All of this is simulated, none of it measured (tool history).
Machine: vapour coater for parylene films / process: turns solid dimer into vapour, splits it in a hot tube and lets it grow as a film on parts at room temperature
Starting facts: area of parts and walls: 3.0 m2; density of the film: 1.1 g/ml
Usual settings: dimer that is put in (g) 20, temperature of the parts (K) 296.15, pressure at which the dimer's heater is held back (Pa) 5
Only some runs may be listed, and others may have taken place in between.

| run | day | dimer that is put in (g) | temperature of the parts (K) | pressure at which the dimer's heater is held back (Pa) | thickness of the film (µm) |
|---|---|---|---|---|---|
| 1 | 0 | 20 | 296.15 | 5 | 4.18 |
| 2 | 1.317 | 20 | 296.15 | 5 | 4.02 |
| 3 | 2.312 | 20 | 298.15 | 5 | 3.75 |
| 4 | 3.658 | 20 | 298.15 | 5 | 3.68 |
| 5 | 4.788 | 20 | 298.15 | 5 | 3.64 |
|  | 5.712 | trap's valve overhauled |
| 6 | 5.721 | 20 | 298.15 | 5 | 4.07 |
| 7 | 6.508 | 20 | 298.15 | 5 | 4.08 |
| 8 | 8.167 | 20 | 298.15 | 5 | 4.05 |
| 9 | 9.133 | 20 | 296.15 | 2.72 | 4.86 |
| 10 | 10.517 | 20 | 296.15 | 2.72 | 4.88 |
| 11 | 11.854 | 20 | 296.15 | 2.72 | 4.76 |
| 12 | 12.996 | 20 | 296.15 | 5 | 4.21 |
| 13 | 14.262 | 9 | 296.15 | 5 | 1.86 |
| 14 | 15.971 | 20 | 301.15 | 5 | 3.38 |
| 15 | 17.546 | 20 | 301.15 | 5 | 3.27 |
| 16 | 18.488 | 9 | 292.15 | 6.22 | 2.08 |
| 17 | 19.821 | 8 | 304.15 | 9.29 | 1.03 |
|  | 20.762 | trap's valve overhauled |
| 18 | 20.762 | 8 | 304.15 | 9.29 | 1.17 |
| 19 | 22 | 18 | 297.15 | 5.66 | 3.78 |
| 20 | 23.225 | 14 | 296.15 | 3.94 | 3.28 |
| 21 | 24.492 | 18 | 291.15 | 5.14 | 4.81 |
| 22 | 25.621 | 18 | 291.15 | 5.14 | 4.84 |
| 23 | 26.6 | 20 | 289.15 | 9.05 | 5.21 |
| 24 | 27.967 | 20 | 289.15 | 9.05 | 5.08 |
| 25 | 28.717 | 28 | 301.15 | 5 | 4.83 |
| 26 | 30.129 | 28 | 297.15 | 2.72 | 6.27 |
| 27 | 31.383 | 28 | 297.15 | 2.72 | 6.22 |
| 28 | 32.079 | 16 | 291.15 | 2.86 | 4.29 |
| 29 | 33.425 | 16 | 291.15 | 2.86 | 4.29 |

Branching from run 29: 5 alternative next runs. What would each branch give?
| A | 34.892 | 17 | 291.15 | 2.57 | ? |
| B | 34.892 | 20 | 289.15 | 2.51 | ? |
| C | 34.892 | 20 | 296.15 | 3.98 | ? |
| D | 34.892 | 13 | 294.15 | 6.19 | ? |
| E | 34.892 | 20 | 297.15 | 4.26 | ? |

| run | thickness of the film (µm) |
|---|---|
| A | 4.57 |
| B | 5.28 |
| C | 4.28 |
| D | 2.77 |
| E | 4 |
Had the tool no hidden state, the same runs would have come out as:
| run | thickness of the film (µm) |
|---|---|
| A | 5.11 |
| B | 5.9 |
| C | 4.65 |
| D | 3.01 |
| E | 4.35 |

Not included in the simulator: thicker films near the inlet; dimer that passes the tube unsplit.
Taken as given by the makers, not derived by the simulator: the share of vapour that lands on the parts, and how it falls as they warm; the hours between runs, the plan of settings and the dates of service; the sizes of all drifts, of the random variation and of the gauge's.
